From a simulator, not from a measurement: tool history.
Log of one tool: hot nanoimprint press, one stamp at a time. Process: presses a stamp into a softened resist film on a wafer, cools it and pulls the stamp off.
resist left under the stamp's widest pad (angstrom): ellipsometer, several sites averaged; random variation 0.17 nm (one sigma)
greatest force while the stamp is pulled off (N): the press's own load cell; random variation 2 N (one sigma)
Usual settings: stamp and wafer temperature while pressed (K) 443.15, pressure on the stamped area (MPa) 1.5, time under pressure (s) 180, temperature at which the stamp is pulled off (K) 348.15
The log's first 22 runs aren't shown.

run   hour  stamp and wafer temperature while pressed (K)  pressure on the stamped area (MPa)  time under pressure (s)  temperature at which the stamp is pulled off (K)  resist left under the stamp's widest pad (angstrom)  greatest force while the stamp is pulled off (N)
 23  196.5                                         448.15                                1.18                      163                                            347.15                                                 1208                                               257
 24  208.1                                         448.15                                1.18                      163                                            347.15                                                 1208                                               258
 25  218.4                                         448.15                                1.18                      163                                            347.15                                                 1209                                               257
 26  227.1                                         448.15                                1.18                      163                                            347.15                                                 1205                                               261
 27    232                                         440.15                                1.66                      237                                            347.15                                                 1104                                               261
 28  240.9                                         440.15                                1.66                      237                                            347.15                                                 1100                                               267
 29  249.6                                         446.15                                1.13                      237                                            347.15                                                 1122                                               264
       267  -- stamp cleaned and given a new release coat
 30  267.1                                         446.15                                1.13                      237                                            347.15                                                 1118                                               215

Forecast each of these 3 alternatives for the next run:
  A  276.1                                         432.15                                0.92                      274                                            347.15                                                    ?                                                 ?
  B  276.1                                         443.15                                 2.1                      342                                            355.15                                                    ?                                                 ?
  C  276.1                                         449.15                                 1.5                      180                                            346.15                                                    ?                                                 ?

run  resist left under the stamp's widest pad (angstrom)  greatest force while the stamp is pulled off (N)
  A                                                 1777                                               215
  B                                                  759                                               173
  C                                                  997                                               224
Without the tool's hidden state the same runs would have given:
run  resist left under the stamp's widest pad (angstrom)  greatest force while the stamp is pulled off (N)
  A                                                 1860                                               223
  B                                                  790                                               181
  C                                                 1035                                               231
